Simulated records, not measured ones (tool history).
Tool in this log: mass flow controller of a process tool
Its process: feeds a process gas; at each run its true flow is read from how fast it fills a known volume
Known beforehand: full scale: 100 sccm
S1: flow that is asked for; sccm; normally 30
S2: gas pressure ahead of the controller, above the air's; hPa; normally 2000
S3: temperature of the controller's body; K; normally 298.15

Run 1, day 0.000: usual settings. Result: true flow (%) 99.61.
Run 2, day 5.575: usual settings but S3 312.15 K. Result: true flow (%) 101.17.
Run 3, day 12.900: usual settings. Result: true flow (%) 99.34.
Run 4, day 23.229: usual settings. Result: true flow (%) 98.98.
Run 5, day 28.308: usual settings. Result: true flow (%) 98.89.
Run 6, day 33.146: usual settings but S2 1480 hPa. Result: true flow (%) 99.00.
Run 7, day 38.062: usual settings but S1 65 sccm, S2 1480 hPa. Result: true flow (%) 98.99.
Run 8, day 46.367: usual settings but S1 65 sccm, S2 1480 hPa. Result: true flow (%) 98.86.
Run 9, day 53.788: usual settings but S1 85 sccm. Result: true flow (%) 98.46.
Run 10, day 58.183: usual settings but S1 85 sccm. Result: true flow (%) 98.44.
Run 11, day 66.917: usual settings but S1 85 sccm. Result: true flow (%) 98.13.
Run 12, day 72.646: usual settings but S2 2010 hPa. Result: true flow (%) 97.76.
Run 13, day 79.821: usual settings but S1 13 sccm, S2 2010 hPa. Result: true flow (%) 97.50.
Run 14, day 88.792: usual settings but S2 1490 hPa, S3 309.15 K. Result: true flow (%) 98.77.
Run 15, day 95.029: usual settings. Result: true flow (%) 97.27.
Run 16, day 102.642: usual settings but S1 11 sccm, S3 303.15 K. Result: true flow (%) 97.31.
Run 17, day 107.971: usual settings but S1 12 sccm, S3 308.15 K. Result: true flow (%) 97.82.
Run 18, day 113.267: usual settings but S1 12 sccm, S3 308.15 K. Result: true flow (%) 100.54.
Run 19, day 122.354: usual settings but S1 81 sccm, S2 2500 hPa, S3 308.15 K. Result: true flow (%) 100.61.
Run 20, day 133.146: usual settings but S1 21 sccm, S2 2500 hPa, S3 305.15 K. Result: true flow (%) 99.59.

Put back what was entered between runs (1 entry, withheld): which listed runs does each sit between, and how does the hidden state differ from the listed run before to the listed run after?
Between runs 17 and 18: gauge calibrated (day 112.104)
  drift of the gauge itself on true_pct, %: -2.79 -> -0.03
  the result without the hidden state subtracted from the measured one, true flow (%): -2.82 -> -0.05
